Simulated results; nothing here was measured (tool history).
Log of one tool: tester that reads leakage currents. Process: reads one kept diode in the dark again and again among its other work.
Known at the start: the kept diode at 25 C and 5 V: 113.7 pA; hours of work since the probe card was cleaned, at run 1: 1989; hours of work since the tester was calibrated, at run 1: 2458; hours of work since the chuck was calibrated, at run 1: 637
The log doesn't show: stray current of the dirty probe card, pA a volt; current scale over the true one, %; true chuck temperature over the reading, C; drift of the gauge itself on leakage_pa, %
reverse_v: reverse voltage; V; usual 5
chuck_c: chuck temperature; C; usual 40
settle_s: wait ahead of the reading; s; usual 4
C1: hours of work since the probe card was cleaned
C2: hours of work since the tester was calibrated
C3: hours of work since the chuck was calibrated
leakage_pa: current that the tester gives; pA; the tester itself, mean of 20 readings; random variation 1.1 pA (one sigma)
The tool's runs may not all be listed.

run 1 hour=0 | reverse_v=5 chuck_c=40 settle_s=4 | C1=1989 C2=2458 C3=637 | leakage_pa=373.26
run 2 hour=199 | reverse_v=5 chuck_c=39 settle_s=4 | C1=2114 C2=2583 C3=762 | leakage_pa=350.44
run 3 hour=298.8 | reverse_v=5 chuck_c=39 settle_s=4 | C1=2177 C2=2646 C3=825 | leakage_pa=350.58
-- hour=353.9 probe card cleaned and baked
run 4 hour=440.2 | reverse_v=5 chuck_c=39 settle_s=4 | C1=54 C2=2733 C3=912 | leakage_pa=347.97
run 5 hour=625.9 | reverse_v=2.64 chuck_c=40 settle_s=4 | C1=171 C2=2849 C3=1028 | leakage_pa=306.88
run 6 hour=816.5 | reverse_v=1.65 chuck_c=40 settle_s=4 | C1=290 C2=2969 C3=1148 | leakage_pa=267.92
run 7 hour=1020.8 | reverse_v=5 chuck_c=46 settle_s=4 | C1=418 C2=3097 C3=1276 | leakage_pa=585.82
run 8 hour=1159.8 | reverse_v=2.52 chuck_c=40 settle_s=4 | C1=506 C2=3184 C3=1363 | leakage_pa=306.69
run 9 hour=1328.9 | reverse_v=5 chuck_c=22 settle_s=4 | C1=612 C2=3290 C3=1469 | leakage_pa=95.49
run 10 hour=1504.2 | reverse_v=3.34 chuck_c=40 settle_s=4 | C1=722 C2=3400 C3=1579 | leakage_pa=341.6
run 11 hour=1634.4 | reverse_v=3.34 chuck_c=40 settle_s=4 | C1=803 C2=3482 C3=1661 | leakage_pa=342.17
run 12 hour=1771.4 | reverse_v=5 chuck_c=40 settle_s=4 | C1=889 C2=3568 C3=1747 | leakage_pa=387
run 13 hour=1921.3 | reverse_v=5 chuck_c=40 settle_s=4 | C1=983 C2=3662 C3=1841 | leakage_pa=392.14
-- hour=2040 chuck's temperature calibrated
run 14 hour=2130.8 | reverse_v=5 chuck_c=40 settle_s=4 | C1=1114 C2=3792 C3=57 | leakage_pa=358.86
run 15 hour=2272.6 | reverse_v=1.46 chuck_c=30 settle_s=4 | C1=1203 C2=3881 C3=146 | leakage_pa=114.35
-- hour=2356.6 tester calibrated
run 16 hour=2461 | reverse_v=3.71 chuck_c=58 settle_s=7.52 | C1=1320 C2=65 C3=263 | leakage_pa=1172.65
run 17 hour=2551.7 | reverse_v=4.77 chuck_c=35 settle_s=5.81 | C1=1377 C2=122 C3=320 | leakage_pa=251.35
run 18 hour=2672.3 | reverse_v=1.15 chuck_c=40 settle_s=7.88 | C1=1452 C2=198 C3=396 | leakage_pa=232.34
run 19 hour=2766.2 | reverse_v=5.98 chuck_c=30 settle_s=0.94 | C1=1511 C2=257 C3=454 | leakage_pa=188.78
run 20 hour=2882 | reverse_v=5.98 chuck_c=30 settle_s=0.94 | C1=1584 C2=330 C3=527 | leakage_pa=187.88
run 21 hour=3081.5 | reverse_v=3.8 chuck_c=40 settle_s=6.44 | C1=1709 C2=455 C3=652 | leakage_pa=344.2
run 22 hour=3182.2 | reverse_v=10.35 chuck_c=40 settle_s=4.23 | C1=1772 C2=518 C3=715 | leakage_pa=477.28
run 23 hour=3266.1 | reverse_v=10.35 chuck_c=40 settle_s=4.23 | C1=1825 C2=571 C3=768 | leakage_pa=477.86
run 24 hour=3439.1 | reverse_v=10.35 chuck_c=40 settle_s=4.23 | C1=1933 C2=679 C3=877 | leakage_pa=482.5
run 25 hour=3569.8 | reverse_v=10.35 chuck_c=40 settle_s=1.38 | C1=2015 C2=761 C3=959 | leakage_pa=485.59
run 26 hour=3690.6 | reverse_v=5 chuck_c=40 settle_s=0.72 | C1=2091 C2=837 C3=1034 | leakage_pa=383.51
run 27 hour=3801.2 | reverse_v=2.26 chuck_c=26 settle_s=0.85 | C1=2161 C2=906 C3=1104 | leakage_pa=103.16
-- hour=3882 probe card cleaned and baked
run 28 hour=3980.1 | reverse_v=8.37 chuck_c=40 settle_s=0.85 | C1=62 C2=1017 C3=1214 | leakage_pa=452.83

Forecast each of these 3 alternatives for the next run:
run A hour=4163.8 | reverse_v=8.37 chuck_c=40 settle_s=1.4 | C1=177 C2=1132 C3=1330 | leakage_pa=?
run B hour=4163.8 | reverse_v=11.44 chuck_c=54 settle_s=9.15 | C1=177 C2=1132 C3=1330 | leakage_pa=?
run C hour=4163.8 | reverse_v=1.52 chuck_c=59 settle_s=9.07 | C1=177 C2=1132 C3=1330 | leakage_pa=?

run=A leakage_pa=450.56
run=B leakage_pa=1333.62
run=C leakage_pa=978.69
Without the tool's hidden state the same runs would have given:
run=A leakage_pa=428.03
run=B leakage_pa=1273.33
run=C leakage_pa=936.29
